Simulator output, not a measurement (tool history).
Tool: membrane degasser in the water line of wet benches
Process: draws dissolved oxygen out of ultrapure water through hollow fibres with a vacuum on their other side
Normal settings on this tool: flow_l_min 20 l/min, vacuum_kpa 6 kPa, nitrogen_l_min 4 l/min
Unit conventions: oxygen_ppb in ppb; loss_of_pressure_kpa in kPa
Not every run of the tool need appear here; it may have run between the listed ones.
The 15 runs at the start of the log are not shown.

run	day	flow_l_min	vacuum_kpa	nitrogen_l_min	oxygen_ppb	loss_of_pressure_kpa
16	28.462	20	4.25	4	166	59.32
17	30.258	20	11.52	1.95	347.6	58.89
18	33.029	20	11.52	1.95	352.4	59.08
19	35.312	22	8.05	1.95	301.8	65.62
20	37.358	20	7.53	1.85	261.8	59.23
21	39.271	20	6.63	11.78	170.4	59.48
22	40.546	20	6.63	4	197.5	59.45
23	42.129	15	6.54	4	129.1	44.78
24	44.379	15	6.54	4	129.4	44.66
25	46.896	15	6.54	3.61	134.9	44.42
26	48.642	15	6.54	3.61	129.4	44.73
27	51.288	31	5.13	5.21	326.1	92.5
28	53.829	21	5.13	3.47	205	62.74
29	56.183	21	5.13	3.47	198.2	62.5
30	58.062	21	5.13	3.47	202.8	62.3
31	59.338	20	4.36	4	173.4	59.7
32	60.967	12	12.29	2.36	179.9	35.71

Below are 3 alternative next runs, each starting from the tool's condition after run 32. Predict each:
A	63.042	20	14.73	4	?	?
B	63.042	32	12.29	7.73	?	?
C	63.042	27	14.86	2.23	?	?

run	oxygen_ppb	loss_of_pressure_kpa
A	294.6	59.81
B	390.7	95.74
C	549.8	80.2
What these runs would have given with no unlogged condition in the tool:
run	oxygen_ppb	loss_of_pressure_kpa
A	283.1	59.01
B	375.3	94.45
C	532.6	79.12
